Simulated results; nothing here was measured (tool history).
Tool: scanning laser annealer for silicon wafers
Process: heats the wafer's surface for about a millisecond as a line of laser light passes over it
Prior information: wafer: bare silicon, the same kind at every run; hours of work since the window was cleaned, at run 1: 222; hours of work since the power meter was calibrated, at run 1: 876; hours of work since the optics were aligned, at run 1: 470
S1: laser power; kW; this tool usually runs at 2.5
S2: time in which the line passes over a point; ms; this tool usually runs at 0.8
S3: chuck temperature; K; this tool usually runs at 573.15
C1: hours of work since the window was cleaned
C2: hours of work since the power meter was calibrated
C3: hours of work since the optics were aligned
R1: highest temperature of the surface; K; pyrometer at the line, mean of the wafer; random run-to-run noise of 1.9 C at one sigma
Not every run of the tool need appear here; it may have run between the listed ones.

{"run": 1, "day": 0.0, "S1": 2.5, "S2": 0.8, "S3": 573.15, "C1": 222, "C2": 876, "C3": 470, "R1": 1356.15}
{"run": 2, "day": 1.471, "S1": 2.5, "S2": 0.8, "S3": 544.15, "C1": 250, "C2": 904, "C3": 497, "R1": 1324.15}
{"run": 3, "day": 4.212, "S1": 2.473, "S2": 0.8, "S3": 573.15, "C1": 301, "C2": 955, "C3": 548, "R1": 1345.15}
{"run": 4, "day": 5.767, "S1": 2.473, "S2": 0.8, "S3": 573.15, "C1": 330, "C2": 984, "C3": 578, "R1": 1344.15}
{"run": 5, "day": 8.346, "S1": 2.5, "S2": 0.8, "S3": 573.15, "C1": 378, "C2": 1032, "C3": 626, "R1": 1345.15}
{"run": 6, "day": 10.962, "S1": 2.5, "S2": 0.643, "S3": 573.15, "C1": 427, "C2": 1081, "C3": 675, "R1": 1269.15}
{"run": 7, "day": 14.138, "S1": 2.5, "S2": 0.643, "S3": 573.15, "C1": 487, "C2": 1141, "C3": 734, "R1": 1260.15}
{"run": 8, "day": 16.383, "S1": 2.5, "S2": 0.643, "S3": 573.15, "C1": 529, "C2": 1183, "C3": 776, "R1": 1260.15}
{"day": 16.792, "done": "optics aligned, line set to its width"}
{"run": 9, "day": 18.208, "S1": 2.5, "S2": 0.643, "S3": 573.15, "C1": 559, "C2": 1213, "C3": 27, "R1": 1271.15}
{"run": 10, "day": 20.846, "S1": 2.5, "S2": 0.643, "S3": 573.15, "C1": 608, "C2": 1262, "C3": 76, "R1": 1262.15}
{"run": 11, "day": 23.446, "S1": 2.5, "S2": 0.643, "S3": 573.15, "C1": 657, "C2": 1311, "C3": 125, "R1": 1261.15}
{"day": 26.467, "done": "window over the wafer cleaned"}
{"run": 12, "day": 26.612, "S1": 2.326, "S2": 0.643, "S3": 573.15, "C1": 3, "C2": 1369, "C3": 182, "R1": 1241.15}
{"run": 13, "day": 29.208, "S1": 2.5, "S2": 0.986, "S3": 573.15, "C1": 51, "C2": 1417, "C3": 231, "R1": 1449.15}
{"run": 14, "day": 30.862, "S1": 2.5, "S2": 0.986, "S3": 573.15, "C1": 82, "C2": 1448, "C3": 262, "R1": 1446.15}
{"run": 15, "day": 34.383, "S1": 2.5, "S2": 0.986, "S3": 573.15, "C1": 148, "C2": 1514, "C3": 328, "R1": 1440.15}
{"run": 16, "day": 36.925, "S1": 2.5, "S2": 0.986, "S3": 573.15, "C1": 196, "C2": 1562, "C3": 375, "R1": 1436.15}
{"run": 17, "day": 40.221, "S1": 2.5, "S2": 0.722, "S3": 573.15, "C1": 257, "C2": 1623, "C3": 437, "R1": 1313.15}
{"run": 18, "day": 43.583, "S1": 2.5, "S2": 0.722, "S3": 573.15, "C1": 320, "C2": 1686, "C3": 500, "R1": 1310.15}
{"run": 19, "day": 45.712, "S1": 2.5, "S2": 0.8, "S3": 575.15, "C1": 360, "C2": 1726, "C3": 540, "R1": 1346.15}
{"run": 20, "day": 47.317, "S1": 2.5, "S2": 0.8, "S3": 575.15, "C1": 390, "C2": 1756, "C3": 570, "R1": 1345.15}
{"run": 21, "day": 49.2, "S1": 2.5, "S2": 0.8, "S3": 575.15, "C1": 425, "C2": 1792, "C3": 605, "R1": 1339.15}
{"run": 22, "day": 52.175, "S1": 2.269, "S2": 0.8, "S3": 575.15, "C1": 481, "C2": 1847, "C3": 661, "R1": 1272.15}
{"run": 23, "day": 54.042, "S1": 2.5, "S2": 0.61, "S3": 565.15, "C1": 516, "C2": 1882, "C3": 696, "R1": 1234.15}
{"run": 24, "day": 55.521, "S1": 2.155, "S2": 0.8, "S3": 572.15, "C1": 544, "C2": 1910, "C3": 723, "R1": 1228.15}
{"run": 25, "day": 57.621, "S1": 2.155, "S2": 0.656, "S3": 572.15, "C1": 583, "C2": 1949, "C3": 763, "R1": 1167.15}
{"day": 58.833, "done": "optics aligned, line set to its width"}
{"run": 26, "day": 60.358, "S1": 2.155, "S2": 0.656, "S3": 572.15, "C1": 630, "C2": 1996, "C3": 29, "R1": 1174.15}
{"run": 27, "day": 63.35, "S1": 2.308, "S2": 0.657, "S3": 593.15, "C1": 686, "C2": 2052, "C3": 85, "R1": 1232.15}
{"day": 64.896, "done": "window over the wafer cleaned"}
{"run": 28, "day": 66.054, "S1": 2.628, "S2": 0.977, "S3": 593.15, "C1": 22, "C2": 2101, "C3": 134, "R1": 1507.15}
{"run": 29, "day": 68.992, "S1": 2.375, "S2": 0.977, "S3": 593.15, "C1": 77, "C2": 2156, "C3": 189, "R1": 1420.15}
{"run": 30, "day": 72.162, "S1": 2.375, "S2": 0.977, "S3": 593.15, "C1": 136, "C2": 2216, "C3": 248, "R1": 1413.15}
{"run": 31, "day": 75.058, "S1": 2.712, "S2": 0.896, "S3": 579.15, "C1": 190, "C2": 2270, "C3": 302, "R1": 1466.15}
{"run": 32, "day": 78.275, "S1": 2.712, "S2": 0.907, "S3": 535.15, "C1": 250, "C2": 2330, "C3": 362, "R1": 1427.15}
{"run": 33, "day": 80.979, "S1": 2.153, "S2": 0.583, "S3": 573.15, "C1": 301, "C2": 2381, "C3": 413, "R1": 1149.15}
{"run": 34, "day": 83.921, "S1": 2.265, "S2": 0.986, "S3": 610.15, "C1": 356, "C2": 2436, "C3": 468, "R1": 1389.15}
{"run": 35, "day": 85.938, "S1": 2.5, "S2": 0.961, "S3": 561.15, "C1": 394, "C2": 2474, "C3": 506, "R1": 1399.15}
{"run": 36, "day": 87.579, "S1": 2.183, "S2": 0.8, "S3": 573.15, "C1": 425, "C2": 2504, "C3": 536, "R1": 1247.15}
{"run": 37, "day": 89.075, "S1": 2.722, "S2": 0.808, "S3": 558.15, "C1": 452, "C2": 2532, "C3": 564, "R1": 1391.15}
{"run": 38, "day": 90.992, "S1": 2.722, "S2": 0.808, "S3": 558.15, "C1": 488, "C2": 2568, "C3": 600, "R1": 1385.15}
{"run": 39, "day": 94.283, "S1": 2.5, "S2": 0.838, "S3": 573.15, "C1": 550, "C2": 2630, "C3": 662, "R1": 1346.15}
{"run": 40, "day": 96.65, "S1": 2.5, "S2": 0.877, "S3": 573.15, "C1": 594, "C2": 2674, "C3": 706, "R1": 1360.15}

How would selected steps in R1 from run to run divide? Give the signed amount a tool lacking its hidden state would still show from settings, what came in and random variation, and the signed amount left for the hidden state, including any gauge scatter that is not in both of the compared results.
The tool's hidden condition here consists of: light that passes the window, % of a clean one's; laser's true power over the reading, %; width of the line over the set one, %; drift of the gauge itself on peak_c, C.
Run 11 -> 12: S1 2.5 -> 2.326, window over the wafer cleaned. R1 -20 K: hidden state +28, all else -48.
Run 27 -> 28: S1 2.308 -> 2.628, S2 0.657 -> 0.977, window over the wafer cleaned. R1 +275 K: hidden state +24, all else +251.
Run 32 -> 33: S1 2.712 -> 2.153, S2 0.907 -> 0.583, S3 535.15 -> 573.15. R1 -278 K: hidden state +8, all else -286.
Run 33 -> 34: S1 2.153 -> 2.265, S2 0.583 -> 0.986, S3 573.15 -> 610.15. R1 +240 K: hidden state -12, all else +252.
